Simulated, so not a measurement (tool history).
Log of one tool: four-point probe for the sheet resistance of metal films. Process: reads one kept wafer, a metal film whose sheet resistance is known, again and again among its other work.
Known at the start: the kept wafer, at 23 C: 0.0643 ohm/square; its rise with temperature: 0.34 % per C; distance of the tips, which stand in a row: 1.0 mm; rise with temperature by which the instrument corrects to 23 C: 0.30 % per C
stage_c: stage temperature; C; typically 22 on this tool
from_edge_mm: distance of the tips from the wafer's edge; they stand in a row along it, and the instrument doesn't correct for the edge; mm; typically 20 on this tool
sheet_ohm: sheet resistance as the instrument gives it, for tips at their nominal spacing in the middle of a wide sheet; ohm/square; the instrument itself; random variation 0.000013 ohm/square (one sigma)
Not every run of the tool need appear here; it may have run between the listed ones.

Run 1, hour 0.0: usual settings. Result: sheet_ohm 0.064196 ohm/square.
Run 2, hour 59.2: usual settings. Result: sheet_ohm 0.064187 ohm/square.
Run 3, hour 98.7: usual settings. Result: sheet_ohm 0.064153 ohm/square.
Run 4, hour 137.7: usual settings but from_edge_mm 34 mm. Result: sheet_ohm 0.064110 ohm/square.
Run 5, hour 167.8: usual settings but from_edge_mm 34 mm. Result: sheet_ohm 0.064110 ohm/square.
Run 6, hour 202.3: usual settings but from_edge_mm 34 mm. Result: sheet_ohm 0.064095 ohm/square.
Run 7, hour 246.9: usual settings but from_edge_mm 17 mm. Result: sheet_ohm 0.064223 ohm/square.
Run 8, hour 305.5: usual settings but stage_c 33 C, from_edge_mm 6 mm. Result: sheet_ohm 0.065313 ohm/square.
Run 9, hour 351.3: usual settings but stage_c 27 C, from_edge_mm 4 mm. Result: sheet_ohm 0.066293 ohm/square.
Run 10, hour 400.2: usual settings but stage_c 19 C, from_edge_mm 51 mm. Result: sheet_ohm 0.063955 ohm/square.

Each row is a separate what-if for the run after 10, all from the same tool condition, not one after another. Results?
Run A, hour 460.7: usual settings but stage_c 31 C, from_edge_mm 6 mm. Result: sheet_ohm ?.
Run B, hour 460.7: usual settings but from_edge_mm 31 mm. Result: sheet_ohm ?.
Run C, hour 460.7: usual settings but stage_c 20 C, from_edge_mm 23 mm. Result: sheet_ohm ?.

run  sheet_ohm
  A   0.065247
  B   0.064070
  C   0.064041
Stripped of hidden state, with their random variation kept, the same runs would have yielded:
run  sheet_ohm
  A   0.065488
  B   0.064311
  C   0.064282
